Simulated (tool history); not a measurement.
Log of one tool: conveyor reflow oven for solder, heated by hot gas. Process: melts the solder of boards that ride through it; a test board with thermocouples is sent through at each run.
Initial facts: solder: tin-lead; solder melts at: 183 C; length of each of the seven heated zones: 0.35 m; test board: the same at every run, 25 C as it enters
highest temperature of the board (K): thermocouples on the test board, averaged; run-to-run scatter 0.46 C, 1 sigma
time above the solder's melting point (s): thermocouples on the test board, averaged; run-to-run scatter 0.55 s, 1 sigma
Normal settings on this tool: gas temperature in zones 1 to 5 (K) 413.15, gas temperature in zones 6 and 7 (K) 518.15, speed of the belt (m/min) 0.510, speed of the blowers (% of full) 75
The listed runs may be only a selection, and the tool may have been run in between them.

run    hour  gas temperature in zones 1 to 5 (K)  gas temperature in zones 6 and 7 (K)  speed of the belt (m/min)  speed of the blowers (% of full)  highest temperature of the board (K)  time above the solder's melting point (s)
  1     0.0                               413.15                                518.15                      0.510                                75                                498.65                                       66.7
  2    53.3                               413.15                                518.15                      0.510                                75                                498.35                                       67.6
  3   107.1                               413.15                                518.15                      0.602                                75                                490.25                                       51.6
  4   160.4                               413.15                                518.15                      0.602                                75                                490.05                                       51.3
  5   244.3                               413.15                                518.15                      0.602                                75                                489.25                                       50.9
      265.6  -- flux residue cleaned out of gas plates and filters
  6   331.0                               413.15                                518.15                      0.551                                75                                491.45                                       59.0
  7   398.4                               413.15                                518.15                      0.551                                75                                491.75                                       57.9
  8   486.0                               413.15                                518.15                      0.510                                75                                493.45                                       64.6
  9   570.1                               413.15                                518.15                      0.510                                69                                492.35                                       63.0
      607.3  -- flux residue cleaned out of gas plates and filters
 10   627.4                               413.15                                520.15                      0.510                                75                                498.55                                       69.5
 11   671.7                               413.15                                520.15                      0.510                                75                                498.05                                       69.7
 12   720.5                               413.15                                520.15                      0.510                                75                                498.55                                       68.0
      760.0  -- flux residue cleaned out of gas plates and filters, once more
 13   765.1                               413.15                                518.15                      0.510                                85                                498.15                                       69.1
 14   810.8                               413.15                                518.15                      0.510                                52                                491.75                                       63.6
 15   863.7                               413.15                                518.15                      0.510                                52                                491.45                                       62.9
 16   926.6                               413.15                                518.15                      0.510                                52                                491.75                                       63.1
 17   988.5                               413.15                                518.15                      0.510                                52                                490.45                                       63.2
 18  1066.7                               403.15                                524.15                      0.437                                88                                505.95                                       81.9
     1105.6  -- flux residue cleaned out of gas plates and filters
 19  1136.6                               422.15                                524.15                      0.474                                76                                504.95                                       83.6
 20  1186.1                               422.15                                517.15                      0.474                                76                                499.05                                       80.8
     1244.2  -- thermocouples of zones 6 and 7 changed
 21  1251.8                               422.15                                517.15                      0.474                                76                                501.65                                       81.8

Run 22 is up next; what results do you expect?
     1272.2  -- belt drive overhauled, speed set with a stopwatch
 22  1296.4                               413.15                                528.15                      0.510                                75                                     ?                                          ?

highest temperature of the board (K): 506.25
time above the solder's melting point (s): 73.5
Without the tool's hidden state the same run would have given highest temperature of the board (K) 507.25, time above the solder's melting point (s) 74.2.

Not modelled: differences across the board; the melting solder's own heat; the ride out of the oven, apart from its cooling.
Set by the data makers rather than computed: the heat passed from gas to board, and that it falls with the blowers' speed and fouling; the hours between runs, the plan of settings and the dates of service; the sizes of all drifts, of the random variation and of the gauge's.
